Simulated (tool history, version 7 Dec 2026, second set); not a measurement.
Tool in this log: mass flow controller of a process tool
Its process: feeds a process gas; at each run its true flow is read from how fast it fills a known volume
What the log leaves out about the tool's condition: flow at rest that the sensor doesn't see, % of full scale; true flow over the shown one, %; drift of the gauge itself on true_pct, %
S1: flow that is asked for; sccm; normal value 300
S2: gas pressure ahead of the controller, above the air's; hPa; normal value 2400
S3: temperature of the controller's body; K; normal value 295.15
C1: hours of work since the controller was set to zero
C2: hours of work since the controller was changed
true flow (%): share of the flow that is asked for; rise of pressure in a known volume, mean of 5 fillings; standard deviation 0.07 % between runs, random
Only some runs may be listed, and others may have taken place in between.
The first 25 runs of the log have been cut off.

Run 26, hour 5956.3: usual settings but S1 255 sccm, S2 1600 hPa, S3 302.15 K; C1 6479; C2 6479. Result: true flow (%) 100.78.
Run 27, hour 6158.3: usual settings but S2 2390 hPa, S3 303.15 K; C1 6625; C2 6625. Result: true flow (%) 101.02.
Run 28, hour 6449: usual settings but S3 306.15 K; C1 6835; C2 6835. Result: true flow (%) 101.21.
Run 29, hour 6679.3: usual settings but S3 306.15 K; C1 7002; C2 7002. Result: true flow (%) 101.31.
Run 30, hour 6981.7: usual settings but S3 306.15 K; C1 7221; C2 7221. Result: true flow (%) 101.32.
At hour 7011.5: controller's zero set anew.
Run 31, hour 7265.2: usual settings but S3 311.15 K; C1 184; C2 7425. Result: true flow (%) 102.84.
Run 32, hour 7451.8: usual settings but S3 311.15 K; C1 319; C2 7561. Result: true flow (%) 102.92.
Run 33, hour 7741.9: usual settings but S2 2080 hPa; C1 529; C2 7770. Result: true flow (%) 102.22.
Run 34, hour 7966.1: usual settings but S1 233 sccm, S2 2120 hPa, S3 310.15 K; C1 691; C2 7933. Result: true flow (%) 103.61.
Run 35, hour 8124.9: usual settings but S1 907 sccm, S2 1700 hPa, S3 296.15 K; C1 806; C2 8048. Result: true flow (%) 102.06.
Run 36, hour 8444.3: usual settings but S1 907 sccm, S2 1700 hPa, S3 296.15 K; C1 1037; C2 8279. Result: true flow (%) 101.94.
Run 37, hour 8646: usual settings but S1 478 sccm, S2 2520 hPa, S3 294.15 K; C1 1183; C2 8425. Result: true flow (%) 101.93.
Run 38, hour 8793: usual settings but S1 478 sccm, S2 2520 hPa, S3 294.15 K; C1 1289; C2 8531. Result: true flow (%) 102.04.
At hour 8922.9: controller's zero set anew, once more.
Run 39, hour 9101: usual settings but S1 264 sccm, S2 2700 hPa, S3 312.15 K; C1 129; C2 8754. Result: true flow (%) 100.58.
Run 40, hour 9411: usual settings but S1 924 sccm, S2 1720 hPa, S3 296.15 K; C1 353; C2 8978. Result: true flow (%) 101.27.
Run 41, hour 9730: usual settings but S1 508 sccm, S2 2360 hPa, S3 294.15 K; C1 584; C2 9209. Result: true flow (%) 100.42.
Run 42, hour 9907.6: usual settings but S1 164 sccm, S3 302.15 K; C1 713; C2 9337. Result: true flow (%) 100.02.
Run 43, hour 10167.5: usual settings but S1 164 sccm, S3 302.15 K; C1 901; C2 9525. Result: true flow (%) 100.2.
Run 44, hour 10435.6: usual settings but S1 914 sccm, S2 2630 hPa, S3 306.15 K; C1 1095; C2 9719. Result: true flow (%) 102.15.
Run 45, hour 10702.9: usual settings but S1 914 sccm, S2 2630 hPa, S3 306.15 K; C1 1288; C2 9913. Result: true flow (%) 102.31.
Run 46, hour 11008.8: usual settings but S1 149 sccm, S2 1520 hPa, S3 298.15 K; C1 1509; C2 10134. Result: true flow (%) 99.96.

Each row is a separate what-if for the run after 46, all from the same tool condition, not one after another. Results?
Run A, hour 11245.3: usual settings but S1 101 sccm, S2 1450 hPa, S3 306.15 K; C1 1681; C2 10305. Result: true flow (%) ?.
Run B, hour 11245.3: usual settings but S1 895 sccm, S2 2570 hPa, S3 306.15 K; C1 1681; C2 10305. Result: true flow (%) ?.
Run C, hour 11245.3: usual settings but S1 149 sccm, S2 1520 hPa, S3 312.15 K; C1 1681; C2 10305. Result: true flow (%) ?.
Run D, hour 11245.3: usual settings but S1 149 sccm, S2 1560 hPa, S3 299.15 K; C1 1681; C2 10305. Result: true flow (%) ?.
Run E, hour 11245.3: usual settings but S1 510 sccm; C1 1681; C2 10305. Result: true flow (%) ?.

run  true flow (%)
  A         100.54
  B         102.38
  C         100.65
  D         100.21
  E         100.74
Had the tool no hidden state, the same runs would have come out as:
run  true flow (%)
  A          97.49
  B         100.33
  C          97.96
  D          97.52
  E           98.6
